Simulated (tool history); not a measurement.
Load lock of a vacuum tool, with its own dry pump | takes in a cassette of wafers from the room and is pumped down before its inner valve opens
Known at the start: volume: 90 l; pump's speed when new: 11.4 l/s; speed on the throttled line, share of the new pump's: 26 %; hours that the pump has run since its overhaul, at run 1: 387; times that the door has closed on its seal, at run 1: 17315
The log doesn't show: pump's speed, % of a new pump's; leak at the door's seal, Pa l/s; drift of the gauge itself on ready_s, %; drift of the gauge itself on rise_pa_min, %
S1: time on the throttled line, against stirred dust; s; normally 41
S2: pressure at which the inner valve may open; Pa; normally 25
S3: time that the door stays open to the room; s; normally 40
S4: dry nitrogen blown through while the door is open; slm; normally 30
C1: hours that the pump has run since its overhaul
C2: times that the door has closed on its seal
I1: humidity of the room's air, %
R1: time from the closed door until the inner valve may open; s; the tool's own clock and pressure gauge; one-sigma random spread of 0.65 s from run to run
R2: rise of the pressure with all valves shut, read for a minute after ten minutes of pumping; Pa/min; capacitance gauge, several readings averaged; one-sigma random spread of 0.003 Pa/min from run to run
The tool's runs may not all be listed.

{"run": 1, "hour": 0.0, "S1": 41, "S2": 25, "S3": 40, "S4": 30, "C1": 387, "C2": 17315, "I1": 47.3, "R1": 96.4, "R2": 0.018}
{"run": 2, "hour": 319.3, "S1": 41, "S2": 25, "S3": 40, "S4": 30, "C1": 707, "C2": 17792, "I1": 49.4, "R1": 95.4, "R2": 0.016}
{"run": 3, "hour": 765.2, "S1": 41, "S2": 25, "S3": 40, "S4": 30, "C1": 1152, "C2": 18458, "I1": 42.7, "R1": 96.1, "R2": 0.011}
{"run": 4, "hour": 1211.3, "S1": 41, "S2": 25, "S3": 40, "S4": 30, "C1": 1599, "C2": 19125, "I1": 44.2, "R1": 96.6, "R2": 0.013}
{"run": 5, "hour": 1466.9, "S1": 41, "S2": 25, "S3": 40, "S4": 30, "C1": 1854, "C2": 19506, "I1": 45.2, "R1": 95.9, "R2": 0.019}
{"run": 6, "hour": 1803.3, "S1": 41, "S2": 25, "S3": 40, "S4": 30, "C1": 2191, "C2": 20009, "I1": 46.4, "R1": 95.1, "R2": 0.015}
{"run": 7, "hour": 2058.8, "S1": 41, "S2": 25, "S3": 40, "S4": 30, "C1": 2446, "C2": 20391, "I1": 45.5, "R1": 95.4, "R2": 0.018}
{"run": 8, "hour": 2337.1, "S1": 41, "S2": 25, "S3": 40, "S4": 30, "C1": 2724, "C2": 20807, "I1": 43.7, "R1": 96.1, "R2": 0.01}
{"run": 9, "hour": 2546.6, "S1": 41, "S2": 25, "S3": 40, "S4": 30, "C1": 2934, "C2": 21120, "I1": 45.1, "R1": 96.5, "R2": 0.01}
{"run": 10, "hour": 2889.4, "S1": 52, "S2": 29, "S3": 205, "S4": 14, "C1": 3277, "C2": 21632, "I1": 44.2, "R1": 103.8, "R2": 0.055}
{"run": 11, "hour": 3107.4, "S1": 41, "S2": 25, "S3": 230, "S4": 30, "C1": 3495, "C2": 21958, "I1": 48.5, "R1": 95.7, "R2": 0.045}
{"run": 12, "hour": 3374.0, "S1": 41, "S2": 25, "S3": 230, "S4": 30, "C1": 3761, "C2": 22356, "I1": 45.7, "R1": 96.0, "R2": 0.047}
{"run": 13, "hour": 3750.8, "S1": 68, "S2": 25, "S3": 230, "S4": 30, "C1": 4138, "C2": 22919, "I1": 44.6, "R1": 116.2, "R2": 0.037}
{"run": 14, "hour": 4181.5, "S1": 54, "S2": 36, "S3": 42, "S4": 10, "C1": 4569, "C2": 23563, "I1": 41.5, "R1": 103.0, "R2": 0.016}
{"run": 15, "hour": 4423.8, "S1": 35, "S2": 43, "S3": 40, "S4": 30, "C1": 4811, "C2": 23925, "I1": 48.2, "R1": 87.1, "R2": 0.014}
{"run": 16, "hour": 4830.3, "S1": 35, "S2": 43, "S3": 40, "S4": 30, "C1": 5218, "C2": 24532, "I1": 43.3, "R1": 87.5, "R2": 0.015}
{"run": 17, "hour": 5173.4, "S1": 41, "S2": 19, "S3": 40, "S4": 19, "C1": 5561, "C2": 25045, "I1": 48.5, "R1": 96.1, "R2": 0.016}
{"run": 18, "hour": 5483.4, "S1": 41, "S2": 25, "S3": 40, "S4": 12, "C1": 5871, "C2": 25508, "I1": 48.5, "R1": 95.8, "R2": 0.019}

4 ways to go on from here, each from the tool as it stands after run 18. What would each give?
{"run": "A", "hour": 5691.0, "S1": 39, "S2": 25, "S3": 116, "S4": 30, "C1": 6078, "C2": 25818, "I1": 45.2, "R1": "?", "R2": "?"}
{"run": "B", "hour": 5691.0, "S1": 41, "S2": 27, "S3": 40, "S4": 20, "C1": 6078, "C2": 25818, "I1": 46.3, "R1": "?", "R2": "?"}
{"run": "C", "hour": 5691.0, "S1": 41, "S2": 25, "S3": 28, "S4": 15, "C1": 6078, "C2": 25818, "I1": 44.6, "R1": "?", "R2": "?"}
{"run": "D", "hour": 5691.0, "S1": 34, "S2": 25, "S3": 40, "S4": 12, "C1": 6078, "C2": 25818, "I1": 50.2, "R1": "?", "R2": "?"}

run=A R1=95.9 R2=0.027
run=B R1=94.8 R2=0.022
run=C R1=96.3 R2=0.015
run=D R1=89.4 R2=0.023
With the hidden condition removed and each run's random variation left untouched, the same runs would have given:
run=A R1=95.9 R2=0.027
run=B R1=94.7 R2=0.021
run=C R1=96.3 R2=0.014
run=D R1=89.4 R2=0.022
